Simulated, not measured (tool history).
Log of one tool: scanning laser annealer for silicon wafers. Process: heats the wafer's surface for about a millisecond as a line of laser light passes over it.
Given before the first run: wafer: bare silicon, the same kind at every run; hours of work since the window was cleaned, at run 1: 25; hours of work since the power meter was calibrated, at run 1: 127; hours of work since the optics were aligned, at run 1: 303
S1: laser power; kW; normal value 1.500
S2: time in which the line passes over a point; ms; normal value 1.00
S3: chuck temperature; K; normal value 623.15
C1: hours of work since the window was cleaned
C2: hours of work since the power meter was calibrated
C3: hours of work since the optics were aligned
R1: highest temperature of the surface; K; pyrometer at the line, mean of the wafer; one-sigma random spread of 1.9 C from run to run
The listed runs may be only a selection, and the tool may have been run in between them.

run	hour	S1	S2	S3	C1	C2	C3	R1
1	0.0	1.500	1.00	623.15	25	127	303	1415.15
2	8.0	1.500	1.00	623.15	29	132	308	1415.15
3	14.4	1.500	1.00	623.15	33	135	311	1416.15
4	20.8	1.500	1.10	623.15	36	139	315	1457.15
5	27.5	1.500	1.25	623.15	40	143	319	1522.15
6	36.7	1.500	1.25	621.15	45	148	324	1521.15
7	44.2	1.500	1.25	621.15	49	152	328	1520.15
8	49.3	1.500	1.25	601.15	52	155	331	1505.15
9	57.9	1.500	1.25	601.15	57	160	336	1502.15
10	64.7	1.500	1.25	601.15	61	163	339	1502.15
11	72.5	1.500	1.25	601.15	65	168	344	1504.15
12	79.8	1.500	1.00	623.15	69	172	348	1415.15
13	88.1	1.500	1.00	623.15	74	176	353	1418.15
14	97.5	1.500	1.00	623.15	79	182	358	1416.15
15	105.7	1.500	1.00	623.15	84	186	362	1414.15
16	112.5	1.500	1.00	637.15	87	190	366	1432.15
17	121.1	1.500	1.00	637.15	92	195	371	1426.15
18	125.9	1.500	1.00	623.15	95	198	374	1414.15
19	130.8	1.500	1.00	623.15	98	200	376	1419.15
20	136.2	1.500	1.00	623.15	101	203	380	1417.15

What will run 21 give?
21	144.3	1.500	1.00	592.15	105	208	384	?

Run 21 came out at R1 1384.15 K.
With no hidden state in the tool, this same run would have given R1 1384.15 K.

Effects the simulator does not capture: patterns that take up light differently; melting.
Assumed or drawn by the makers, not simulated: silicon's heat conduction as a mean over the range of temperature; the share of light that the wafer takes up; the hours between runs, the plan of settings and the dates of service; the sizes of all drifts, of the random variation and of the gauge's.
